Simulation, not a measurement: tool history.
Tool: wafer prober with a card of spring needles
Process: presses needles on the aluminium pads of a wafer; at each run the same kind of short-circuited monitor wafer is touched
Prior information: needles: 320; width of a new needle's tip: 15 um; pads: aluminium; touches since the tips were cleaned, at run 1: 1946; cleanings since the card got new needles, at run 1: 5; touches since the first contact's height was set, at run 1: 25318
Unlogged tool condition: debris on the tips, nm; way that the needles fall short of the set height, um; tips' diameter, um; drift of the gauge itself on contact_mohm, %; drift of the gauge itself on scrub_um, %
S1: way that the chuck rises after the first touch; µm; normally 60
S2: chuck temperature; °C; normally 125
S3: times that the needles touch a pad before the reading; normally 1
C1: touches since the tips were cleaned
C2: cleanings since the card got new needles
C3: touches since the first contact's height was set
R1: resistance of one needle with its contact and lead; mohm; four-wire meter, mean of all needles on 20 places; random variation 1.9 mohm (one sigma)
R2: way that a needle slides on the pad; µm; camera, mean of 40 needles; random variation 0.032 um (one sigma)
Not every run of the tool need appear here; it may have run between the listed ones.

run,hour,S1,S2,S3,C1,C2,C3,R1,R2
1,0.0,60,125,1,1946,5,25318,210,10.27
# hour 9.8: tips cleaned on abrasive film
2,23.0,60,125,1,3331,6,31084,207,10.31
# hour 28.0: tips cleaned on abrasive film
3,38.4,60,125,3,2635,7,34936,212,10.26
# hour 46.9: tips cleaned on abrasive film
4,63.6,60,125,3,4206,8,41250,209,10.26
# hour 66.0: tips cleaned on abrasive film
5,82.6,60,125,1,4177,9,46002,210,10.28
# hour 84.0: tips cleaned on abrasive film
6,100.6,60,125,1,4174,10,50490,208,10.25
# hour 102.6: tips cleaned on abrasive film
7,119.0,60,125,1,4144,11,55111,210,10.22
# hour 121.5: tips cleaned on abrasive film
# hour 138.8: tips cleaned on abrasive film
8,144.2,60,125,1,1353,13,61385,208,10.34
# hour 157.9: tips cleaned on abrasive film
9,166.9,60,125,1,2268,14,67071,208,10.23
# hour 176.1: tips cleaned on abrasive film
# hour 193.8: tips cleaned on abrasive film
10,194.1,60,125,1,71,16,73874,207,10.22
# hour 211.5: tips cleaned on abrasive film
11,219.3,60,125,1,1941,17,80171,209,10.24
# hour 230.7: tips cleaned on abrasive film
12,231.0,60,125,1,80,18,83100,209,10.21
# hour 248.1: tips cleaned on abrasive film
13,257.8,60,125,2,2456,19,89821,213,10.22
# hour 267.1: tips cleaned on abrasive film
14,275.3,60,125,2,2055,20,94197,209,10.20
# hour 284.6: tips cleaned on abrasive film
15,293.2,60,125,2,2165,21,98675,207,10.22
# hour 301.9: tips cleaned on abrasive film
# hour 319.9: tips cleaned on abrasive film
16,320.1,60,125,2,51,23,105391,207,10.13
17,336.3,60,125,2,4113,23,109453,208,10.19
# hour 338.0: tips cleaned on abrasive film
18,352.8,77,125,2,3740,24,113594,211,13.05
# hour 355.4: tips cleaned on abrasive film
19,365.6,61,82,1,2558,25,116784,201,10.30
# hour 375.2: tips cleaned on abrasive film
20,379.8,61,82,1,1160,26,120340,200,10.33
# hour 393.8: tips cleaned on abrasive film
21,405.8,60,125,2,3009,27,126836,208,10.17
# hour 411.8: tips cleaned on abrasive film
# hour 428.3: height of the first contact set anew
# hour 429.9: tips cleaned on abrasive film
22,431.4,46,27,2,379,29,765,192,7.78
23,444.8,46,27,2,3755,29,4141,192,7.75
# hour 447.4: tips cleaned on abrasive film
# hour 465.8: tips cleaned on abrasive film
24,465.8,46,27,2,0,31,9377,192,7.77
25,482.7,46,27,2,4230,31,13607,192,7.77
# hour 484.8: tips cleaned on abrasive film
26,500.3,50,45,2,3890,32,18019,196,8.44
# hour 502.7: tips cleaned on abrasive film
# hour 521.9: tips cleaned on abrasive film
27,524.3,64,31,2,613,34,24016,189,10.82
# hour 539.4: tips cleaned on abrasive film
28,541.5,75,72,2,529,35,28315,195,12.72
# hour 557.3: tips cleaned on abrasive film
29,564.9,76,64,2,1916,36,34180,193,12.82
# hour 575.1: tips cleaned on abrasive film
30,577.5,40,37,2,597,37,37307,194,6.76
# hour 592.4: tips cleaned on abrasive film
31,599.8,40,37,2,1872,38,42902,194,6.72
# hour 609.7: tips cleaned on abrasive film
32,616.4,40,30,2,1680,39,47042,194,6.73

Results for each run, recomputed without the tool's hidden state and with each run's random variation untouched:
run,R2
1,10.27
2,10.32
3,10.28
4,10.28
5,10.31
6,10.28
7,10.25
8,10.38
9,10.28
10,10.28
11,10.31
12,10.29
13,10.30
14,10.28
15,10.31
16,10.23
17,10.29
18,13.18
19,10.41
20,10.45
21,10.30
22,7.88
23,7.85
24,7.88
25,7.88
26,8.57
27,10.99
28,12.92
29,13.03
30,6.87
31,6.84
32,6.86
R1: differs from the measured result by no more than 1 mohm in any run.

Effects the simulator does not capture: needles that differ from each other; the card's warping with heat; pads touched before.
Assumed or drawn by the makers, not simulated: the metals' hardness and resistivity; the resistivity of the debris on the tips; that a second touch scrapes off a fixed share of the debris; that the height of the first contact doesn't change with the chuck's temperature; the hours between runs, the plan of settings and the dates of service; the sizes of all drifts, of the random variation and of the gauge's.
